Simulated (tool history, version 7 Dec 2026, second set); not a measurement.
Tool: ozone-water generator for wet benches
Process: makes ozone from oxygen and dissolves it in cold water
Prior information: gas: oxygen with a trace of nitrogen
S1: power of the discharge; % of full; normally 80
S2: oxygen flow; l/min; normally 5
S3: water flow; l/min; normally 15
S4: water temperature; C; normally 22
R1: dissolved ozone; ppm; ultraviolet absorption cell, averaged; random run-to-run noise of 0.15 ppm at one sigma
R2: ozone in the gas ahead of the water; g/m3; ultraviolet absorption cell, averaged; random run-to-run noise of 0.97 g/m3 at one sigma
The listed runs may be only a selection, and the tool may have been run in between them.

| run | hour | S1 | S2 | S3 | S4 | R1 | R2 |
|---|---|---|---|---|---|---|---|
| 1 | 0 | 80 | 5 | 15 | 22 | 19 | 168.3 |
| 2 | 26.9 | 80 | 5 | 15 | 22 | 18.7 | 167.1 |
| 3 | 59.6 | 80 | 5 | 15 | 22 | 19.2 | 166.4 |
| 4 | 91.7 | 80 | 5 | 15 | 22 | 19.3 | 166.3 |
| 5 | 125.6 | 80 | 5 | 15 | 22 | 18.8 | 166 |
| 6 | 162.3 | 80 | 5 | 15 | 22 | 19 | 166 |
| 7 | 178.6 | 80 | 3.91 | 15 | 22 | 18.7 | 188.1 |
| 8 | 203 | 83 | 3.91 | 15 | 22 | 19.4 | 191 |
| 9 | 219 | 83 | 3.91 | 15 | 22 | 19.2 | 188.8 |
| 10 | 242.9 | 83 | 3.91 | 15 | 22 | 19.3 | 191.2 |
| 11 | 267.3 | 83 | 3.91 | 15 | 22 | 19.3 | 189.9 |
| 12 | 302.8 | 80 | 5.08 | 15 | 22 | 19.2 | 163.7 |
| 13 | 317.9 | 45 | 7.33 | 15 | 20 | 13.6 | 94.9 |
| 14 | 333 | 45 | 7.33 | 15 | 20 | 13.2 | 95 |
| 15 | 364.5 | 61 | 3.11 | 9 | 15 | 25.1 | 172.1 |

Branching from run 15: 4 alternative next runs. What would each branch give?
| A | 397.8 | 61 | 2.6 | 23 | 18 | ? | ? |
| B | 397.8 | 94 | 5 | 15 | 22 | ? | ? |
| C | 397.8 | 80 | 4.38 | 13 | 22 | ? | ? |
| D | 397.8 | 97 | 2.5 | 16 | 15 | ? | ? |

| run | R1 | R2 |
|---|---|---|
| A | 10.9 | 187.3 |
| B | 21.2 | 183.8 |
| C | 20.9 | 177.3 |
| D | 20.7 | 259.5 |
What these runs would have given with no unlogged condition in the tool:
| run | R1 | R2 |
|---|---|---|
| A | 10.9 | 189.4 |
| B | 21.2 | 185.9 |
| C | 20.9 | 179.3 |
| D | 20.7 | 262.4 |

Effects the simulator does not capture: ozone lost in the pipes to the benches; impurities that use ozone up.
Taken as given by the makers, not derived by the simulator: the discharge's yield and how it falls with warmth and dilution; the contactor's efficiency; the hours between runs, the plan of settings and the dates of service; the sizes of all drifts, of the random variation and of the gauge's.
